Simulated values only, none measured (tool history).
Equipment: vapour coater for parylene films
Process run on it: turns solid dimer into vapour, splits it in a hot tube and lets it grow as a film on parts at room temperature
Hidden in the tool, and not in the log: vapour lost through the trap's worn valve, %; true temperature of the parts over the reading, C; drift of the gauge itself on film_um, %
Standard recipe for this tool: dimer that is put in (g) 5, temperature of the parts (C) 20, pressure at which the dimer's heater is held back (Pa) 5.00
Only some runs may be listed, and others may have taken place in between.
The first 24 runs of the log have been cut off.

run	hour	dimer that is put in (g)	temperature of the parts (C)	pressure at which the dimer's heater is held back (Pa)	hours of work since the trap's valve was overhauled	hours of work since the table's thermometer was calibrated	thickness of the film (um)
25	673.7	8	27	2.10	174	251	7.10
26	700.5	8	27	2.10	195	272	7.08
27	723.8	5	20	2.10	213	290	5.12
28	756.8	5	13	2.38	239	316	5.45
29	792.6	9	16	2.38	267	344	9.75
30	818.7	5	16	5.00	288	365	4.73
31	844.9	5	16	5.00	308	385	4.75
32	877.9	5	23	8.09	334	411	3.78
33	911.3	8	30	8.09	361	438	5.22
34	937.7	8	30	8.09	382	458	5.21
35	959.5	5	20	2.78	399	475	4.81
# hour 986.0: trap's valve overhauled
36	997.6	8	16	2.02	9	502	8.67
37	1016.8	8	16	2.02	24	517	8.65
38	1054.3	7	27	8.34	54	547	4.81
39	1076.4	6	27	3.26	71	564	4.86
40	1093.1	3	23	8.34	84	577	2.24
41	1118.1	5	29	5.17	104	597	3.58
42	1134.7	5	29	5.17	117	610	3.59
# hour 1138.2: gauge calibrated
43	1156.2	3	24	5.63	134	627	2.41
44	1188.5	3	24	5.63	159	653	2.41
45	1217.1	2	17	3.50	182	675	2.00

Forecast each of these 3 alternatives for the next run:
A	1254.8	5	20	10.50	211	705	?
B	1254.8	2	17	3.50	211	705	?
C	1254.8	2	17	2.34	211	705	?

run	thickness of the film (um)
A	3.88
B	2.02
C	2.17
With no hidden state in the tool, these same runs would have given:
run	thickness of the film (um)
A	3.90
B	2.02
C	2.18
